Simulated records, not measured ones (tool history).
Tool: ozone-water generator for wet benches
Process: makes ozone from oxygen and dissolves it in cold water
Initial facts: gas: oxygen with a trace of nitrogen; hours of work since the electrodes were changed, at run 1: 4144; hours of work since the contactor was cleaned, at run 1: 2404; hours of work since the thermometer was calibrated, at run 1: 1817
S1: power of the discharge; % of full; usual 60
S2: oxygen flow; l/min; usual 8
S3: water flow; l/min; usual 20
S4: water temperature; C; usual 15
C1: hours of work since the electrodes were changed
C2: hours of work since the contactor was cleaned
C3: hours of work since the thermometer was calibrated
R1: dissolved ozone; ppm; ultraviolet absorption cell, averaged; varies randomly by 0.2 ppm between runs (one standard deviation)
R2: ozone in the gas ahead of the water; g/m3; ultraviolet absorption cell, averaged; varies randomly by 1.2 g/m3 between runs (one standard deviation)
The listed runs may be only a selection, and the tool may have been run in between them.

Run 1, hour 0: usual settings; C1 4144; C2 2404; C3 1817. Result: R1 24.1 ppm, R2 184.6 g/m3.
Run 2, hour 143.9: usual settings; C1 4251; C2 2511; C3 1925. Result: R1 24.3 ppm, R2 185.9 g/m3.
Run 3, hour 276.3: usual settings but S4 7 C; C1 4350; C2 2609; C3 2023. Result: R1 27.1 ppm, R2 184.6 g/m3.
Run 4, hour 382: usual settings but S4 8 C; C1 4428; C2 2688; C3 2102. Result: R1 27.1 ppm, R2 186.9 g/m3.
Run 5, hour 516.1: usual settings but S3 18 l/min; C1 4528; C2 2788; C3 2202. Result: R1 25.9 ppm, R2 183.6 g/m3.
Run 6, hour 654.6: usual settings but S1 56 % of full, S3 18 l/min; C1 4631; C2 2891; C3 2305. Result: R1 25.2 ppm, R2 177.1 g/m3.
Run 7, hour 731.7: usual settings; C1 4688; C2 2948; C3 2362. Result: R1 23.8 ppm, R2 184.1 g/m3.
Run 8, hour 861.3: usual settings; C1 4785; C2 3045; C3 2459. Result: R1 23.5 ppm, R2 181.1 g/m3.
Run 9, hour 1010.9: usual settings; C1 4896; C2 3156; C3 2570. Result: R1 23.6 ppm, R2 183.2 g/m3.
Run 10, hour 1101.7: usual settings; C1 4964; C2 3224; C3 2638. Result: R1 23.7 ppm, R2 181.1 g/m3.
Run 11, hour 1259.8: usual settings; C1 5082; C2 3341; C3 2755. Result: R1 23.7 ppm, R2 181.5 g/m3.
Run 12, hour 1399.6: usual settings; C1 5186; C2 3445; C3 2859. Result: R1 23.5 ppm, R2 180.7 g/m3.
Run 13, hour 1477.8: usual settings but S4 11 C; C1 5244; C2 3503; C3 2917. Result: R1 24.5 ppm, R2 177.9 g/m3.
Run 14, hour 1612.4: usual settings but S1 59 % of full; C1 5344; C2 3604; C3 3018. Result: R1 22.9 ppm, R2 177.1 g/m3.
Run 15, hour 1699.2: usual settings; C1 5409; C2 3668; C3 3082. Result: R1 23.2 ppm, R2 178.8 g/m3.
Run 16, hour 1816.4: usual settings; C1 5496; C2 3756; C3 3169. Result: R1 23 ppm, R2 179.4 g/m3.
At hour 1883: contactor cleaned.
Run 17, hour 1940.6: usual settings; C1 5585; C2 43; C3 3259. Result: R1 23.8 ppm, R2 179.6 g/m3.
Run 18, hour 2005.1: usual settings but S2 8.35 l/min, S3 29 l/min, S4 16 C; C1 5633; C2 91; C3 3307. Result: R1 16.9 ppm, R2 175.4 g/m3.
Run 19, hour 2086.4: usual settings but S1 65 % of full, S2 6.77 l/min, S3 30 l/min, S4 20 C; C1 5694; C2 151; C3 3367. Result: R1 15.6 ppm, R2 201.5 g/m3.
Run 20, hour 2187.8: usual settings but S1 65 % of full, S2 6.77 l/min, S3 30 l/min, S4 20 C; C1 5769; C2 227; C3 3443. Result: R1 15.9 ppm, R2 201.2 g/m3.
At hour 2262.8: electrodes of the discharge changed.
Run 21, hour 2268.8: usual settings but S1 92 % of full, S2 4.23 l/min, S3 18 l/min, S4 9 C; C1 4; C2 283; C3 3499. Result: R1 40.8 ppm, R2 373.6 g/m3.
Run 22, hour 2409.6: usual settings but S2 4.47 l/min; C1 109; C2 387; C3 3604. Result: R1 27.2 ppm, R2 280.7 g/m3.
Run 23, hour 2529.2: usual settings but S3 22 l/min, S4 8 C; C1 198; C2 477; C3 3693. Result: R1 28.5 ppm, R2 207.1 g/m3.
Run 24, hour 2666.3: usual settings but S4 9 C; C1 300; C2 579; C3 3795. Result: R1 30.5 ppm, R2 206.8 g/m3.
Run 25, hour 2749.7: usual settings but S1 65 % of full, S4 9 C; C1 362; C2 641; C3 3857. Result: R1 31.7 ppm, R2 217 g/m3.

What does the tool deliver on the next run?
Run 26, hour 2873.9: usual settings but S1 65 % of full, S3 22 l/min, S4 10 C; C1 455; C2 733; C3 3949. Result: R1 ?, R2 ?.

For run 26 the tool returned R1 28.8 ppm, R2 215.9 g/m3.
On a tool with no hidden condition, and with the same random variation, this run would have come out at R1 29.8 ppm, R2 218.9 g/m3.
